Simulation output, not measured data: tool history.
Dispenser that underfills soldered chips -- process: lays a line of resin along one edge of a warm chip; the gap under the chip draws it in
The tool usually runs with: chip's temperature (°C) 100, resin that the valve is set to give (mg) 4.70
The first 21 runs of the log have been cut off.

| run | hour | chip's temperature (°C) | resin that the valve is set to give (mg) | time until the resin shows at the far edge (s) | resin that the valve gave (mg) |
|---|---|---|---|---|---|
| 22 | 129.4 | 93 | 5.87 | 40.6 | 5.54 |
| 23 | 133.3 | 115 | 4.70 | 23.5 | 4.48 |
|  | 134.6 | new syringe of resin |
| 24 | 137.4 | 86 | 4.87 | 42.6 | 4.57 |
| 25 | 144.5 | 86 | 4.87 | 48.5 | 4.51 |
| 26 | 148.8 | 89 | 4.06 | 49.3 | 3.79 |
| 27 | 152.6 | 100 | 4.57 | 37.9 | 4.29 |
|  | 153.7 | new syringe of resin |
| 28 | 159.3 | 86 | 4.40 | 45.2 | 4.08 |
| 29 | 165.5 | 86 | 4.40 | 50.6 | 4.00 |
|  | 172.8 | new syringe of resin |
| 30 | 172.9 | 100 | 4.97 | 25.5 | 4.59 |
| 31 | 176.7 | 103 | 4.67 | 25.9 | 4.24 |
| 32 | 184.0 | 103 | 4.67 | 29.4 | 4.27 |
|  | 191.9 | new syringe of resin |
| 33 | 191.9 | 97 | 5.21 | 28.1 | 4.74 |
| 34 | 195.0 | 100 | 4.82 | 27.8 | 4.37 |
| 35 | 201.9 | 110 | 5.10 | 23.5 | 4.63 |
| 36 | 209.0 | 87 | 5.82 | 52.6 | 5.25 |
|  | 210.9 | new syringe of resin |
| 37 | 215.1 | 87 | 5.82 | 40.9 | 5.17 |

Below are 3 alternative next runs, each starting from the tool's condition after run 37. Predict each:
| A | 221.3 | 96 | 4.79 | ? | ? |
| B | 221.3 | 97 | 4.66 | ? | ? |
| C | 221.3 | 100 | 5.00 | ? | ? |

| run | time until the resin shows at the far edge (s) | resin that the valve gave (mg) |
|---|---|---|
| A | 36.4 | 4.28 |
| B | 35.0 | 4.16 |
| C | 31.5 | 4.46 |
Take away the tool's hidden state, keep each run's random variation, and the runs would have read:
| run | time until the resin shows at the far edge (s) | resin that the valve gave (mg) |
|---|---|---|
| A | 28.8 | 4.80 |
| B | 27.5 | 4.67 |
| C | 24.9 | 5.01 |
